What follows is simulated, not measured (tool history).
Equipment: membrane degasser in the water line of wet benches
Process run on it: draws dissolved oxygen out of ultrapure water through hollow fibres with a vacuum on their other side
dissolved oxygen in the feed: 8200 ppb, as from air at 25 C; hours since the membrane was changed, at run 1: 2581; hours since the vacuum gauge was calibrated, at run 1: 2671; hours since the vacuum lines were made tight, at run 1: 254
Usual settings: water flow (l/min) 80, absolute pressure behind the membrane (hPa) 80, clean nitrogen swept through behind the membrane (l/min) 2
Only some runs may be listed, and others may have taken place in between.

run	hour	water flow (l/min)	absolute pressure behind the membrane (hPa)	clean nitrogen swept through behind the membrane (l/min)	hours since the membrane was changed	hours since the vacuum gauge was calibrated	hours since the vacuum lines were made tight	dissolved oxygen in the water behind the degasser (ppb)	pressure that the water loses in the fibres (hPa)
1	0	80	80	2	2581	2671	254	449	601.1
2	39.4	80	80	2	2621	2710	293	447.6	595.5
3	77.1	80	80	2	2658	2748	331	449.1	597.2
4	113.6	80	80	2	2695	2785	367	450.7	600.9
5	159.4	66	80	2	2741	2830	413	374.4	496.3
6	204.7	66	80	2	2786	2876	458	373.7	495.7
7	247.2	66	80	2	2828	2918	501	375.6	496.4
8	312.6	80	80	2	2894	2984	566	451.5	600.2
9	378.1	80	80	2	2959	3049	632	452.1	599.2
10	406.4	80	156.1	2	2988	3077	660	972.7	600.9
# hour 409.6: vacuum gauge calibrated
11	459.4	80	156.1	2	3040	50	712	976.7	600.9
12	487.2	80	80	2	3068	78	740	450.4	599.7
13	542.9	80	80	2	3124	133	796	453.8	594.7
14	598.5	80	80	5.22	3179	189	852	246.4	598.7
15	662.5	80	80	1.01	3243	253	915	691.6	603
16	728.2	80	80	2	3309	319	981	454.8	603.3
# hour 750.6: vacuum gauge calibrated, once more
17	785.8	70	126.1	3.51	3366	35	1038	460.7	527.5

Run 18 has not been measured yet. What should we expect?
18	838.6	70	126.1	3.51	3419	88	1091	?	?

{"run 18": {"dissolved oxygen in the water behind the degasser (ppb)": 457.5, "pressure that the water loses in the fibres (hPa)": 525.9}}
The same run, on a tool lacking any hidden state, would have yielded dissolved oxygen in the water behind the degasser (ppb) 452.5, pressure that the water loses in the fibres (hPa) 518.7.
